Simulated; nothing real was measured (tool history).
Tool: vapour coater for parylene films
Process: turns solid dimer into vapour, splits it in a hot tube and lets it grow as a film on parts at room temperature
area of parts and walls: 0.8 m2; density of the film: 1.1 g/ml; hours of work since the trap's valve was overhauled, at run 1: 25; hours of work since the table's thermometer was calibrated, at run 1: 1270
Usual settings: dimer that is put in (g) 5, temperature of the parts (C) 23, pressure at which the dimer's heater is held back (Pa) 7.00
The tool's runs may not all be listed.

run	day	dimer that is put in (g)	temperature of the parts (C)	pressure at which the dimer's heater is held back (Pa)	hours of work since the trap's valve was overhauled	hours of work since the table's thermometer was calibrated	thickness of the film (um)
1	0.000	5	23	7.00	25	1270	3.51
2	0.996	5	23	7.00	43	1288	3.56
3	2.158	5	23	7.00	64	1310	3.48
4	3.254	4	23	7.00	84	1330	2.81
5	4.154	4	23	7.00	101	1346	2.81
6	5.521	4	23	7.00	126	1371	2.77
7	7.450	4	23	7.00	161	1407	2.77
8	8.667	4	23	7.00	184	1429	2.76
9	9.738	5	32	7.00	203	1449	2.83
10	11.117	5	23	7.00	229	1474	3.44
11	12.471	5	20	7.00	253	1499	3.66
12	14.279	5	20	7.00	287	1532	3.70
13	15.171	5	20	7.00	303	1548	3.64
14	16.800	5	20	7.00	333	1578	3.64
15	18.442	5	23	7.00	363	1608	3.40
16	20.050	5	23	7.00	392	1638	3.39
17	21.942	5	23	7.00	427	1672	3.35
18	23.267	5	23	7.00	451	1697	3.34
# day 25.317: trap's valve overhauled
19	25.383	5	23	7.00	1	1732	3.52
# day 25.617: table's thermometer calibrated
20	26.325	5	23	7.00	18	13	3.56
21	27.625	5	23	7.00	42	37	3.57
22	29.379	5	23	7.00	74	69	3.53
23	30.717	5	23	7.00	98	94	3.50
24	32.508	5	23	7.00	131	126	3.47
25	34.571	2	23	10.74	169	164	1.29
26	35.738	6	23	3.45	190	186	4.71
27	37.604	2	23	8.88	225	220	1.33
# day 38.054: table's thermometer calibrated, once more
28	38.696	2	16	2.49	244	12	1.85
29	40.683	3	20	7.75	280	48	2.12
30	42.679	9	16	7.00	317	85	6.98
31	43.817	6	16	2.29	338	106	5.61
32	45.892	6	16	2.29	376	144	5.62
33	47.333	2	27	2.05	402	170	1.50
34	49.079	2	27	2.05	434	202	1.51
35	50.638	2	23	6.50	463	231	1.38
# day 52.075: trap's valve overhauled
36	52.746	6	25	3.87	12	266	4.40
37	54.517	5	20	7.00	45	299	3.74
38	55.354	5	34	7.00	60	314	2.70
39	57.133	7	21	3.07	93	347	5.78

The next listed run, before its measurement:
40	57.983	5	17	7.00	108	362	?

Run 40 gave thickness of the film (um) 3.96.
Without the tool's hidden state the same run would have given thickness of the film (um) 4.00.

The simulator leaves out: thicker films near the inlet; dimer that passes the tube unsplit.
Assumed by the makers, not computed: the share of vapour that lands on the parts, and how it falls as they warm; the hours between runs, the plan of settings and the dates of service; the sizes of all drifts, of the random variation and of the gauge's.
